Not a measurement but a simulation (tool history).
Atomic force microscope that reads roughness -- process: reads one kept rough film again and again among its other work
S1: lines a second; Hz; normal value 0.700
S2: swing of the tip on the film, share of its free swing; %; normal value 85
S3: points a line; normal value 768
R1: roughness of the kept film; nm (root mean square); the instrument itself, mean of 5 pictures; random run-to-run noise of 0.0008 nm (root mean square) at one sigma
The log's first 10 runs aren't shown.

run 11 hour=137.7 | S1=0.700 S2=85 S3=768 | R1=0.6796
run 12 hour=150.5 | S1=0.700 S2=85 S3=768 | R1=0.6777
-- hour=163.6 new tip fitted
run 13 hour=166.4 | S1=0.700 S2=85 S3=768 | R1=0.6833
run 14 hour=186.8 | S1=0.700 S2=85 S3=759 | R1=0.6825
run 15 hour=202.8 | S1=0.700 S2=85 S3=759 | R1=0.6838
run 16 hour=222.3 | S1=0.700 S2=85 S3=768 | R1=0.6821
run 17 hour=242.5 | S1=0.700 S2=85 S3=768 | R1=0.6823
run 18 hour=262.2 | S1=0.917 S2=89 S3=408 | R1=0.6541
run 19 hour=282.8 | S1=0.700 S2=75 S3=738 | R1=0.6995
run 20 hour=298.3 | S1=1.449 S2=65 S3=738 | R1=0.6938
run 21 hour=313.8 | S1=0.900 S2=60 S3=738 | R1=0.7133
run 22 hour=327.4 | S1=0.900 S2=60 S3=738 | R1=0.7132
-- hour=329.5 height scale calibrated on a step standard
run 23 hour=342.8 | S1=1.140 S2=57 S3=304 | R1=0.7124
run 24 hour=356.9 | S1=1.140 S2=57 S3=304 | R1=0.7116
run 25 hour=378.0 | S1=3.074 S2=68 S3=768 | R1=0.6461
-- hour=395.8 height scale calibrated on a step standard, once more
run 26 hour=395.8 | S1=0.559 S2=56 S3=993 | R1=0.7228
-- hour=415.2 new tip fitted
run 27 hour=417.1 | S1=3.311 S2=88 S3=292 | R1=0.5227
run 28 hour=429.7 | S1=3.843 S2=59 S3=481 | R1=0.6710
run 29 hour=441.7 | S1=3.843 S2=74 S3=486 | R1=0.5954
run 30 hour=452.1 | S1=3.843 S2=74 S3=486 | R1=0.5950
run 31 hour=466.6 | S1=1.352 S2=62 S3=828 | R1=0.7052
run 32 hour=476.7 | S1=0.589 S2=62 S3=794 | R1=0.7199

Alternative continuations, all from the tool just after run 32; predict every row:
run A hour=492.1 | S1=1.799 S2=56 S3=478 | R1=?
run B hour=492.1 | S1=0.850 S2=71 S3=794 | R1=?
run C hour=492.1 | S1=2.488 S2=69 S3=268 | R1=?

run=A R1=0.7064
run=B R1=0.7026
run=C R1=0.6565
Without the tool's hidden state the same runs would have given:
run=A R1=0.7075
run=B R1=0.7036
run=C R1=0.6575
